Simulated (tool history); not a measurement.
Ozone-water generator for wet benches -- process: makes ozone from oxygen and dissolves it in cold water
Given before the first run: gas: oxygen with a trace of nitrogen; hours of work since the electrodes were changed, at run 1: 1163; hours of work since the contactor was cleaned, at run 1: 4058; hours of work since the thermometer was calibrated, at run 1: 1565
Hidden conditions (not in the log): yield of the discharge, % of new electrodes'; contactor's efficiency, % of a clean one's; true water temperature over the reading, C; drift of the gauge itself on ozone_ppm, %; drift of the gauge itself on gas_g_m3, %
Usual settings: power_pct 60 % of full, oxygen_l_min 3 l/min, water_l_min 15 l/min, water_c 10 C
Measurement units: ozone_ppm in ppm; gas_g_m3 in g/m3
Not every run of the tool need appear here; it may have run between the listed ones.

run,hour,power_pct,oxygen_l_min,water_l_min,water_c,hours of work since the electrodes were changed,hours of work since the contactor was cleaned,hours of work since the thermometer was calibrated,ozone_ppm,gas_g_m3
1,0,60,3,15,10,1163,4058,1565,20.8,196.2
2,145.3,60,3,12,10,1268,4162,1669,25.8,196.2
3,255.1,76,3,12,10,1347,4241,1748,28.7,220.8
4,368.5,76,3,12,10,1428,4323,1830,29.2,222.6
5,496.3,76,3,11,10,1520,4415,1922,31.4,222.7
6,620.4,60,3,15,10,1610,4504,2011,21.2,196.5
7,701.9,60,3,15,10,1668,4563,2070,20.9,197.1
8,846.8,60,3,15,10,1772,4667,2174,21,197.4
9,945.6,58,3,14,14,1844,4738,2245,21.1,192.8
10,1080.1,79,1.96,15,12,1940,4835,2342,22.7,292.8
11,1199.1,79,1.96,15,12,2026,4920,2427,22.7,294.4
12,1344.9,79,1.96,15,12,2131,5025,2532,22.9,295.4
13,1461.1,64,3,22,10,2214,5109,2616,14.7,205.1

Forecast each of these 5 alternatives for the next run:
A,1607.7,88,3,14,12,2320,5214,2721,?,?
B,1607.7,94,1.95,15,10,2320,5214,2721,?,?
C,1607.7,72,3,11,6,2320,5214,2721,?,?
D,1607.7,60,3,15,7,2320,5214,2721,?,?
E,1607.7,79,3,15,12,2320,5214,2721,?,?

run,ozone_ppm,gas_g_m3
A,26.9,242.7
B,24.7,323.3
C,32.1,217.8
D,21.6,199.5
E,23.8,228.6
Without the tool's hidden state the same runs would have given:
run,ozone_ppm,gas_g_m3
A,26.9,239.2
B,24.7,318.6
C,32.1,214.7
D,21.6,196.6
E,23.9,225.3
